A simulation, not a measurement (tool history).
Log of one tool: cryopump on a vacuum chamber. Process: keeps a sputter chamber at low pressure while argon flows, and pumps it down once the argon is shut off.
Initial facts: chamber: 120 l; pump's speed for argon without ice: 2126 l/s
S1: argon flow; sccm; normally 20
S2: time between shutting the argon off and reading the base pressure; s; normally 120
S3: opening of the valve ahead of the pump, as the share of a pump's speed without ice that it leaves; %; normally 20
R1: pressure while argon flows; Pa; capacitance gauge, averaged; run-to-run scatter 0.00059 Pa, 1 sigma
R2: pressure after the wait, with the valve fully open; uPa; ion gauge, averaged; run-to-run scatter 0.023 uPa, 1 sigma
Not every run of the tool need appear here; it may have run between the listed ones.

run,day,S1,S2,S3,R1,R2
1,0.000,20,120,20,0.0802,0.80
2,3.746,20,120,20,0.0805,0.82
3,7.621,20,120,20,0.0814,0.85
4,12.142,20,120,20,0.0810,1.00
5,14.767,20,120,20,0.0829,0.94
6,17.892,20,120,20,0.0819,1.02
7,20.217,20,120,20,0.0825,1.04
8,24.675,20,120,28,0.0606,1.08
9,27.929,20,120,20,0.0843,1.16
10,30.658,20,120,20,0.0863,1.19
11,32.792,20,120,20,0.0861,1.24
12,36.400,20,120,20,0.0862,1.36
13,40.421,20,120,19,0.0924,1.39
# day 43.546: pump warmed up, emptied and cooled again
14,44.104,20,120,36,0.0435,1.21
15,46.775,20,250,36,0.0444,0.93
16,51.154,20,250,36,0.0461,1.03
17,53.300,20,250,36,0.0447,1.06
18,56.462,20,63,33,0.0507,1.86
19,59.858,20,63,33,0.0506,2.00
20,64.458,20,63,33,0.0511,2.01
21,68.862,20,44,18,0.0920,2.59
22,71.296,13,120,18,0.0612,1.60
23,75.833,13,120,18,0.0612,1.74
24,79.904,8,98,20,0.0347,1.93
25,83.258,11,27,30,0.0327,3.94
26,87.962,11,68,40,0.0265,2.50
# day 91.733: pump warmed up, emptied and cooled again
27,92.504,20,60,19,0.0845,2.16
28,96.704,20,60,34,0.0492,2.24
29,101.058,37,75,34,0.0885,2.17

Below are 5 alternative next runs, each starting from the tool's condition after run 29. Predict each:
A,105.533,37,75,16,?,?
B,105.533,37,141,46,?,?
C,105.533,13,26,20,?,?
D,105.533,21,50,21,?,?
E,105.533,20,120,20,?,?

run,R1,R2
A,0.1869,2.28
B,0.0674,1.78
C,0.0541,3.96
D,0.0818,2.70
E,0.0827,1.92
Had the tool no hidden state, the same runs would have come out as:
run,R1,R2
A,0.1830,1.11
B,0.0635,0.65
C,0.0528,2.80
D,0.0795,1.53
E,0.0805,0.74

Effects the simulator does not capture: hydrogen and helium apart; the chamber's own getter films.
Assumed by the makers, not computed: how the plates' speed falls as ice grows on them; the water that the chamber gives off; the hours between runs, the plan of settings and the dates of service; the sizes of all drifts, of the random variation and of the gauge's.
